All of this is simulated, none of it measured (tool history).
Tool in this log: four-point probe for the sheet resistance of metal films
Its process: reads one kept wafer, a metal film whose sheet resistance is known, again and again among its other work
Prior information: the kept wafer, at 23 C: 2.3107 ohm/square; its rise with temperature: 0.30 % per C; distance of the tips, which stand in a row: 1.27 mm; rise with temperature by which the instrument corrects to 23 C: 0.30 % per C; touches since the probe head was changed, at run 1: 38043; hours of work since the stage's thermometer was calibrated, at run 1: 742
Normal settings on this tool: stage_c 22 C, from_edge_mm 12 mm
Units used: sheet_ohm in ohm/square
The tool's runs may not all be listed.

| run | hour | stage_c | from_edge_mm | touches since the probe head was changed | hours of work since the stage's thermometer was calibrated | sheet_ohm |
|---|---|---|---|---|---|---|
| 1 | 0 | 22 | 12 | 38043 | 742 | 2.325641 |
| 2 | 12.5 | 22 | 12 | 38583 | 749 | 2.324583 |
| 3 | 29.1 | 22 | 12 | 39300 | 758 | 2.324837 |
| 4 | 46.7 | 22 | 55 | 40058 | 769 | 2.311351 |
| 5 | 68.2 | 19 | 12 | 40984 | 781 | 2.32518 |
| 6 | 81 | 27 | 12 | 41533 | 788 | 2.323946 |
| 7 | 102.2 | 27 | 12 | 42448 | 801 | 2.323588 |
| 8 | 114.7 | 22 | 12 | 42988 | 808 | 2.323809 |
| 9 | 131.1 | 22 | 12 | 43693 | 817 | 2.325292 |
| 10 | 150.1 | 30 | 12 | 44513 | 828 | 2.32356 |
| 11 | 166.7 | 30 | 12 | 45228 | 838 | 2.324992 |
| 12 | 180.5 | 22 | 13 | 45826 | 846 | 2.322415 |
| 13 | 195.8 | 30 | 12 | 46485 | 855 | 2.32498 |
| 14 | 210.1 | 30 | 12 | 47101 | 863 | 2.323819 |
| 15 | 220.7 | 22 | 8 | 47559 | 869 | 2.341235 |
| 16 | 230.7 | 22 | 12 | 47991 | 875 | 2.324396 |
| 17 | 243.9 | 29 | 12 | 48560 | 883 | 2.324944 |
| 18 | 262.6 | 29 | 12 | 49366 | 893 | 2.324554 |
| 19 | 283.7 | 29 | 12 | 50275 | 906 | 2.324639 |
| 20 | 303.9 | 22 | 12 | 51144 | 917 | 2.324533 |
| 21 | 325.4 | 22 | 12 | 52071 | 930 | 2.324699 |
| 22 | 341.6 | 22 | 12 | 52772 | 939 | 2.325158 |
| 23 | 362.9 | 22 | 12 | 53689 | 951 | 2.324464 |
| 24 | 374.2 | 20 | 5 | 54178 | 958 | 2.387761 |
| 25 | 394.4 | 20 | 5 | 55049 | 970 | 2.388151 |
| 26 | 413.7 | 29 | 46 | 55877 | 981 | 2.31191 |
| 27 | 423.6 | 28 | 5 | 56307 | 986 | 2.3882 |
| 28 | 440.9 | 28 | 5 | 57052 | 996 | 2.388423 |
| 29 | 452.2 | 28 | 5 | 57539 | 1003 | 2.388512 |
| 30 | 461.9 | 28 | 5 | 57959 | 1009 | 2.388736 |
| 31 | 479.3 | 23 | 15 | 58708 | 1019 | 2.31897 |
| 32 | 496.6 | 32 | 54 | 59452 | 1029 | 2.311141 |
| 33 | 506.7 | 29 | 63 | 59889 | 1035 | 2.311025 |
| 34 | 518.6 | 19 | 63 | 60403 | 1041 | 2.310518 |
| 35 | 540 | 28 | 18 | 61324 | 1054 | 2.317042 |
| 36 | 555.8 | 29 | 25 | 62005 | 1063 | 2.314202 |
| 37 | 577.2 | 20 | 23 | 62928 | 1075 | 2.314046 |
| 38 | 598.5 | 33 | 12 | 63849 | 1088 | 2.324298 |
| 39 | 616 | 33 | 66 | 64600 | 1098 | 2.310513 |
| 40 | 633.9 | 20 | 54 | 65374 | 1108 | 2.311707 |
| 41 | 650.1 | 32 | 4 | 66073 | 1117 | 2.430402 |
| 42 | 668.1 | 31 | 31 | 66848 | 1128 | 2.312888 |
| 43 | 684.5 | 22 | 27 | 67557 | 1137 | 2.313137 |
| 44 | 705.9 | 22 | 27 | 68479 | 1150 | 2.313656 |

Forecast each of these 5 alternatives for the next run:
| A | 715.6 | 22 | 67 | 68897 | 1155 | ? |
| B | 715.6 | 27 | 50 | 68897 | 1155 | ? |
| C | 715.6 | 22 | 17 | 68897 | 1155 | ? |
| D | 715.6 | 29 | 24 | 68897 | 1155 | ? |
| E | 715.6 | 22 | 5 | 68897 | 1155 | ? |

| run | sheet_ohm |
|---|---|
| A | 2.310646 |
| B | 2.311618 |
| C | 2.317857 |
| D | 2.313657 |
| E | 2.388459 |
Without the tool's hidden state the same runs would have given:
| run | sheet_ohm |
|---|---|
| A | 2.310734 |
| B | 2.311707 |
| C | 2.317946 |
| D | 2.313745 |
| E | 2.38855 |
